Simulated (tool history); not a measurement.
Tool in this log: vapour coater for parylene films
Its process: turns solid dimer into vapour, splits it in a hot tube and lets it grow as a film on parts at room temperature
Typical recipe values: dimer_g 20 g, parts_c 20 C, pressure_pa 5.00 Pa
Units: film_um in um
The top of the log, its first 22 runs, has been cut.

Run 23, hour 301.6: usual settings but dimer_g 19 g, parts_c 16 C, pressure_pa 5.77 Pa. Result: film_um 6.59 um.
Run 24, hour 322.8: usual settings but dimer_g 13 g, parts_c 25 C, pressure_pa 2.28 Pa. Result: film_um 3.94 um.
Run 25, hour 333.4: usual settings but dimer_g 13 g, parts_c 25 C, pressure_pa 2.28 Pa. Result: film_um 3.92 um.
Run 26, hour 342.1: usual settings but dimer_g 13 g, parts_c 25 C, pressure_pa 2.28 Pa. Result: film_um 3.95 um.
Run 27, hour 352.3: usual settings but dimer_g 23 g, parts_c 14 C. Result: film_um 8.31 um.
Run 28, hour 368.0: usual settings but dimer_g 28 g, parts_c 14 C, pressure_pa 11.95 Pa. Result: film_um 9.42 um.
Run 29, hour 385.6: usual settings but dimer_g 28 g, parts_c 14 C, pressure_pa 11.95 Pa. Result: film_um 9.19 um.
Run 30, hour 399.1: usual settings but dimer_g 28 g, parts_c 14 C, pressure_pa 11.95 Pa. Result: film_um 9.31 um.
Run 31, hour 409.0: usual settings but dimer_g 8 g, parts_c 14 C, pressure_pa 3.23 Pa. Result: film_um 3.00 um.
At hour 419.5: trap's valve overhauled.
Run 32, hour 422.0: usual settings but dimer_g 8 g, parts_c 22 C, pressure_pa 4.62 Pa. Result: film_um 2.70 um.
Run 33, hour 436.2: usual settings but dimer_g 28 g, parts_c 22 C, pressure_pa 2.49 Pa. Result: film_um 9.94 um.
Run 34, hour 446.9: usual settings but dimer_g 28 g, parts_c 22 C, pressure_pa 2.49 Pa. Result: film_um 9.97 um.
Run 35, hour 467.0: usual settings but pressure_pa 10.57 Pa. Result: film_um 6.46 um.
Run 36, hour 483.5: usual settings but parts_c 14 C, pressure_pa 6.35 Pa. Result: film_um 7.75 um.
Run 37, hour 500.5: usual settings but pressure_pa 3.22 Pa. Result: film_um 7.15 um.
Run 38, hour 515.7: usual settings but dimer_g 15 g, parts_c 30 C, pressure_pa 4.55 Pa. Result: film_um 4.08 um.
Run 39, hour 526.8: usual settings but dimer_g 19 g, parts_c 25 C, pressure_pa 8.76 Pa. Result: film_um 5.56 um.
Run 40, hour 543.5: usual settings but dimer_g 22 g, parts_c 22 C. Result: film_um 7.12 um.
Run 41, hour 557.0: usual settings but dimer_g 22 g, parts_c 22 C. Result: film_um 7.02 um.

Forecast each of these 3 alternatives for the next run:
Run A, hour 577.0: usual settings but dimer_g 26 g, pressure_pa 8.33 Pa. Result: film_um ?.
Run B, hour 577.0: usual settings but dimer_g 8 g, parts_c 23 C, pressure_pa 9.57 Pa. Result: film_um ?.
Run C, hour 577.0: usual settings but dimer_g 19 g, parts_c 24 C, pressure_pa 5.97 Pa. Result: film_um ?.

run  film_um
  A     8.38
  B     2.35
  C     5.76
Without the tool's unlogged condition, the same runs would have read:
run  film_um
  A     8.63
  B     2.42
  C     5.93
